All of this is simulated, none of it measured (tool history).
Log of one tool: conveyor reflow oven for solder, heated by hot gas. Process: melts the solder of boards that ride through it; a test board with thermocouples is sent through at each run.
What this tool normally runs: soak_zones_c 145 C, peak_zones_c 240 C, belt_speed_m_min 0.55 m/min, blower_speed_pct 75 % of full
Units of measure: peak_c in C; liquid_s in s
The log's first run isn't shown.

Run 2, hour 7.8: usual settings. Result: peak_c 225.5 C, liquid_s 74.7 s.
Run 3, hour 12.6: usual settings but blower_speed_pct 67 % of full. Result: peak_c 223.6 C, liquid_s 73.2 s.
Run 4, hour 20.5: usual settings but blower_speed_pct 67 % of full. Result: peak_c 223.6 C, liquid_s 73 s.
Run 5, hour 26.4: usual settings but peak_zones_c 247 C. Result: peak_c 231.7 C, liquid_s 78.3 s.
Run 6, hour 32.2: usual settings but peak_zones_c 247 C. Result: peak_c 231.9 C, liquid_s 78.5 s.
Run 7, hour 40.6: usual settings but peak_zones_c 247 C. Result: peak_c 231.9 C, liquid_s 78.3 s.
Run 8, hour 49.3: usual settings but peak_zones_c 247 C. Result: peak_c 231.6 C, liquid_s 78.1 s.
Run 9, hour 60.4: usual settings but blower_speed_pct 80 % of full. Result: peak_c 226.5 C, liquid_s 75.6 s.
Run 10, hour 67.3: usual settings. Result: peak_c 225.6 C, liquid_s 74.6 s.
Run 11, hour 77.3: usual settings. Result: peak_c 225.7 C, liquid_s 74.7 s.
Run 12, hour 84.4: usual settings. Result: peak_c 225.6 C, liquid_s 75 s.
Run 13, hour 91.3: usual settings. Result: peak_c 225.7 C, liquid_s 75 s.
Run 14, hour 102.4: usual settings but blower_speed_pct 62 % of full. Result: peak_c 222.2 C, liquid_s 71.8 s.
Run 15, hour 111: usual settings but blower_speed_pct 62 % of full. Result: peak_c 222.1 C, liquid_s 71.8 s.
Run 16, hour 116: usual settings but peak_zones_c 238 C, belt_speed_m_min 0.502 m/min, blower_speed_pct 51 % of full. Result: peak_c 219.6 C, liquid_s 76.3 s.
Run 17, hour 121.3: usual settings but peak_zones_c 238 C, belt_speed_m_min 0.502 m/min, blower_speed_pct 51 % of full. Result: peak_c 220 C, liquid_s 76.6 s.
Run 18, hour 130.3: usual settings but soak_zones_c 149 C, peak_zones_c 246 C, belt_speed_m_min 0.521 m/min, blower_speed_pct 60 % of full. Result: peak_c 229.1 C, liquid_s 82.6 s.
Run 19, hour 138.3: usual settings but soak_zones_c 149 C, peak_zones_c 246 C, belt_speed_m_min 0.521 m/min, blower_speed_pct 60 % of full. Result: peak_c 229.1 C, liquid_s 82.7 s.
Run 20, hour 147.2: usual settings but soak_zones_c 149 C, peak_zones_c 246 C, belt_speed_m_min 0.631 m/min, blower_speed_pct 60 % of full. Result: peak_c 222.2 C, liquid_s 63.7 s.
Run 21, hour 153.6: usual settings but peak_zones_c 234 C, belt_speed_m_min 0.582 m/min, blower_speed_pct 74 % of full. Result: peak_c 218.6 C, liquid_s 65.6 s.
Run 22, hour 164.4: usual settings but peak_zones_c 234 C, belt_speed_m_min 0.582 m/min, blower_speed_pct 74 % of full. Result: peak_c 218.3 C, liquid_s 65.4 s.
Run 23, hour 171.9: usual settings but peak_zones_c 234 C, belt_speed_m_min 0.621 m/min, blower_speed_pct 64 % of full. Result: peak_c 213.6 C, liquid_s 56.4 s.

Run 24, settings as shown, results not yet in. Your forecast:
Run 24, hour 181.1: usual settings but peak_zones_c 229 C, blower_speed_pct 67 % of full. Result: peak_c ?, liquid_s ?.

peak_c: 214.3 C
liquid_s: 65.4 s
With no hidden state in the tool, this same run would have given peak_c 214.4 C, liquid_s 65.5 s.

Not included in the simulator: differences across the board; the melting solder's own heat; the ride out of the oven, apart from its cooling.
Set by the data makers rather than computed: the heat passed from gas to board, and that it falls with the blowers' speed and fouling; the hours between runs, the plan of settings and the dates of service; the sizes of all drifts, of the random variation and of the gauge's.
